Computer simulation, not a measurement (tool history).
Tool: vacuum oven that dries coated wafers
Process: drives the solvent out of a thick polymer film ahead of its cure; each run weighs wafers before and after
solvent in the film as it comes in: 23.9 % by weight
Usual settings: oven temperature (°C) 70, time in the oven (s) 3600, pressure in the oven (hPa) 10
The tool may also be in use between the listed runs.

run     day  oven temperature (°C)  time in the oven (s)  pressure in the oven (hPa)  solvent left in the film (%)
  1       0                     70                  3600                          10                          1.61
  2   1.638                     70                  3600                         5.2                          1.34
  3   3.358                     70                  3600                          10                          1.56
  4   4.362                     70                  3600                          10                          1.68
  5   5.158                     70                  3600                          10                           1.6
  6   6.696                     70                  3600                          10                          1.56
  7   7.717                     70                  5520                          10                          0.82
  8   9.404                     70                  3600                        23.8                          2.48
  9  10.838                     70                  3060                          10                          2.11
 10  11.962                     71                  3600                          10                          1.39
 11  13.242                     71                  3600                          10                          1.42
 12  14.117                     71                  3600                          10                          1.52
 13  15.925                     71                  3600                          10                          1.49
 14  17.417                     71                  3600                          10                          1.43
     17.579  -- oven's thermocouples calibrated
 15  18.242                     71                  4380                          10                          0.93
 16   19.15                     71                  4380                          10                          1.02
 17  20.062                     76                  2400                        22.7                          2.12
 18  21.371                     76                  2400                        22.7                          2.24
     21.621  -- oven's thermocouples calibrated, once more
 19  23.142                     67                  3600                        22.7                          3.29
 20  24.392                     67                  3600                        22.7                          3.31
 21  25.612                     78                  3600                        22.7                          1.43
 22  26.908                     78                  3720                        32.9                          1.74
 23  28.296                     78                  3720                        32.9                          1.73
 24   29.55                     70                  5100                         8.8                          1.04
 25  31.054                     70                  5100                         8.8                          1.01
 26    32.8                     64                  3000                          18                          4.73
 27  33.783                     79                  3600                        31.9                          1.74
 28  34.775                     79                  4380                        25.1                          1.23
 29  35.846                     70                  3600                          10                          1.75
 30  37.458                     75                  3600                        32.9                          2.26
 31  38.462                     75                  3600                        32.9                          2.21

Some steps in solvent left in the film (%) between neighbouring runs. How much of each would the tool show without its hidden state too (settings, what came in, random variation), and how much is left for the hidden state, with any gauge scatter that isn't in both results?
The hidden state here: true wafer temperature over the reading, C; true pressure over the reading, kPa; drift of the gauge itself on solvent_pct, %.
Run 7 -> 8: time in the oven (s) 5520 -> 3600, pressure in the oven (hPa) 10 -> 23.8. solvent left in the film (%) +1.66: hidden state -0.14, all else +1.8.
Run 16 -> 17: oven temperature (°C) 71 -> 76, time in the oven (s) 4380 -> 2400, pressure in the oven (hPa) 10 -> 22.7. solvent left in the film (%) +1.1: hidden state -0.21, all else +1.31.
Run 18 -> 19: oven temperature (°C) 76 -> 67, time in the oven (s) 2400 -> 3600, oven's thermocouples calibrated, once more. solvent left in the film (%) +1.05: hidden state +0.33, all else +0.72.
Run 20 -> 21: oven temperature (°C) 67 -> 78. solvent left in the film (%) -1.88: hidden state +0.03, all else -1.91.
Run 25 -> 26: oven temperature (°C) 70 -> 64, time in the oven (s) 5100 -> 3000, pressure in the oven (hPa) 8.8 -> 18. solvent left in the film (%) +3.72: hidden state -0.12, all else +3.84.
Run 26 -> 27: oven temperature (°C) 64 -> 79, time in the oven (s) 3000 -> 3600, pressure in the oven (hPa) 18 -> 31.9. solvent left in the film (%) -2.99: hidden state +0.08, all else -3.07.
